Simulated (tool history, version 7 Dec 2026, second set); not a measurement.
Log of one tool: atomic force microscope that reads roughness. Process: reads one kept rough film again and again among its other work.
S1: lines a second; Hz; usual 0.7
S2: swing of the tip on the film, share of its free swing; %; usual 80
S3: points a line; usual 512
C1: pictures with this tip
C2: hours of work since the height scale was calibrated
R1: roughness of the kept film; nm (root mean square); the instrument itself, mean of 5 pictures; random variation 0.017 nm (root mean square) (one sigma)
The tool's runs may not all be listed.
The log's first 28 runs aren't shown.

Run 29, hour 279.3: usual settings but S2 71 %, S3 636; C1 55; C2 9. Result: R1 4.122 nm (root mean square).
Run 30, hour 292.3: usual settings but S2 71 %, S3 636; C1 75; C2 15. Result: R1 4.053 nm (root mean square).
Run 31, hour 300.6: usual settings but S2 71 %, S3 636; C1 89; C2 19. Result: R1 4.048 nm (root mean square).
Run 32, hour 308.9: usual settings but S1 0.861 Hz, S2 66 %, S3 647; C1 102; C2 23. Result: R1 3.953 nm (root mean square).
Run 33, hour 316.8: usual settings but S1 3.042 Hz, S2 78 %, S3 647; C1 114; C2 27. Result: R1 3.39 nm (root mean square).
Run 34, hour 326.2: usual settings but S1 0.592 Hz, S2 78 %, S3 332; C1 129; C2 31. Result: R1 3.813 nm (root mean square).
At hour 338.8: height scale calibrated on a step standard, once more.
Run 35, hour 338.8: usual settings but S1 2.472 Hz, S2 71 %, S3 332; C1 147; C2 0. Result: R1 3.526 nm (root mean square).
Run 36, hour 349.3: usual settings but S1 1.628 Hz, S2 60 %, S3 307; C1 164; C2 5. Result: R1 3.694 nm (root mean square).
Run 37, hour 357.4: usual settings but S1 1.428 Hz, S3 271; C1 177; C2 9. Result: R1 3.429 nm (root mean square).
Run 38, hour 366.9: usual settings but S1 1.428 Hz, S3 271; C1 192; C2 13. Result: R1 3.403 nm (root mean square).
Run 39, hour 372.5: usual settings but S1 1.428 Hz, S3 271; C1 201; C2 16. Result: R1 3.369 nm (root mean square).
Run 40, hour 380.7: usual settings but S1 0.747 Hz, S2 68 %, S3 399; C1 214; C2 20. Result: R1 3.605 nm (root mean square).
Run 41, hour 393.2: usual settings but S1 1.33 Hz, S2 77 %, S3 576; C1 233; C2 26. Result: R1 3.386 nm (root mean square).
Run 42, hour 398.7: usual settings but S1 1.33 Hz, S2 77 %, S3 576; C1 242; C2 28. Result: R1 3.364 nm (root mean square).
At hour 402.4: new tip fitted.
Run 43, hour 406.7: usual settings but S1 1.33 Hz, S2 77 %, S3 576; C1 7; C2 32. Result: R1 4.049 nm (root mean square).
Run 44, hour 414.7: usual settings but S1 1.33 Hz, S2 77 %, S3 576; C1 20; C2 36. Result: R1 4.017 nm (root mean square).
Run 45, hour 421.1: usual settings but S1 1.11 Hz, S2 79 %, S3 972; C1 30; C2 39. Result: R1 3.997 nm (root mean square).
Run 46, hour 432.7: usual settings but S1 1.11 Hz, S2 79 %, S3 972; C1 48; C2 44. Result: R1 3.944 nm (root mean square).
Run 47, hour 443.4: usual settings but S1 2.37 Hz, S3 354; C1 65; C2 49. Result: R1 3.567 nm (root mean square).
Run 48, hour 450: usual settings but S1 2.37 Hz, S3 354; C1 75; C2 52. Result: R1 3.57 nm (root mean square).
Run 49, hour 461.7: usual settings but S1 2.37 Hz, S3 354; C1 94; C2 58. Result: R1 3.456 nm (root mean square).
Run 50, hour 474.5: usual settings but S1 2.37 Hz, S3 354; C1 114; C2 64. Result: R1 3.404 nm (root mean square).

Run 51 comes next. What will it give?
Run 51, hour 484: usual settings but S1 2.37 Hz, S3 354; C1 129; C2 69. Result: R1 ?.

R1: 3.391 nm (root mean square)
Without the tool's hidden state the same run would have given R1 3.78 nm (root mean square).
